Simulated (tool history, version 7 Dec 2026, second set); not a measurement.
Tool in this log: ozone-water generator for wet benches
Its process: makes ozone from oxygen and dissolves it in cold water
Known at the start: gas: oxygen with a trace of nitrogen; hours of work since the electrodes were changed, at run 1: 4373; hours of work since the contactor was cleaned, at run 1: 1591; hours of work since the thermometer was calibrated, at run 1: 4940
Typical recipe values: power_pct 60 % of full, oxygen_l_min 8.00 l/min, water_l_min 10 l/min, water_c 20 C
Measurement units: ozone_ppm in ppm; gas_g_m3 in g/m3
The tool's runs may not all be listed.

run	hour	power_pct	oxygen_l_min	water_l_min	water_c	hours of work since the electrodes were changed	hours of work since the contactor was cleaned	hours of work since the thermometer was calibrated	ozone_ppm	gas_g_m3
1	0.0	60	8.00	10	20	4373	1591	4940	21.8	151.0
2	83.3	60	8.00	10	20	4436	1654	5003	21.8	150.6
3	232.1	60	8.00	10	20	4548	1766	5115	21.4	150.0
4	359.8	60	9.94	10	20	4644	1862	5211	20.1	131.4
5	545.4	60	9.94	10	20	4784	2002	5350	19.8	132.1
6	656.8	60	5.53	10	20	4868	2086	5434	24.4	189.0
7	840.3	60	5.53	10	20	5006	2224	5572	24.5	188.4
# hour 954.0: water thermometer calibrated
8	1014.5	60	5.53	10	20	5136	2355	46	24.2	188.5
9	1169.3	60	5.53	10	20	5253	2471	162	24.4	188.3
10	1311.0	60	5.53	10	20	5360	2578	269	24.5	191.1
11	1465.3	60	5.53	10	20	5476	2694	385	24.4	189.1
12	1605.6	60	5.53	10	20	5581	2799	490	24.1	191.2
13	1693.6	60	4.24	10	20	5647	2866	557	26.0	224.6
14	1874.4	60	4.24	10	13	5784	3002	693	30.0	223.0
15	2013.6	64	8.00	10	20	5888	3106	797	23.0	158.7
16	2107.6	60	8.00	10	17	5959	3177	868	23.1	150.3
17	2187.5	60	8.00	10	17	6019	3237	928	23.4	150.6
18	2324.7	60	9.28	10	16	6122	3341	1032	22.6	136.4
# hour 2443.2: electrodes of the discharge changed
19	2475.0	60	9.28	10	16	24	3449	1140	22.7	136.7
20	2583.9	60	5.90	7	12	106	3531	1222	36.0	182.0
21	2697.9	69	4.29	9	18	192	3617	1308	32.8	247.7
22	2815.7	48	4.31	11	13	280	3706	1397	22.6	185.9
23	2917.7	53	4.31	11	28	357	3782	1473	18.5	202.1
24	3101.5	53	4.31	11	28	495	3921	1612	18.9	200.0

Predict each of these 3 candidate next runs independently; none follows another, all start after run 24:
A	3205.6	41	8.82	11	28	574	3999	1690	?	?
B	3205.6	60	13.08	10	20	574	3999	1690	?	?
C	3205.6	42	6.84	10	20	574	3999	1690	?	?

run	ozone_ppm	gas_g_m3
A	11.9	103.6
B	18.0	109.6
C	17.2	125.1
Stripped of hidden state, with their random variation kept, the same runs would have yielded:
run	ozone_ppm	gas_g_m3
A	11.9	103.6
B	18.0	109.6
C	17.2	125.2

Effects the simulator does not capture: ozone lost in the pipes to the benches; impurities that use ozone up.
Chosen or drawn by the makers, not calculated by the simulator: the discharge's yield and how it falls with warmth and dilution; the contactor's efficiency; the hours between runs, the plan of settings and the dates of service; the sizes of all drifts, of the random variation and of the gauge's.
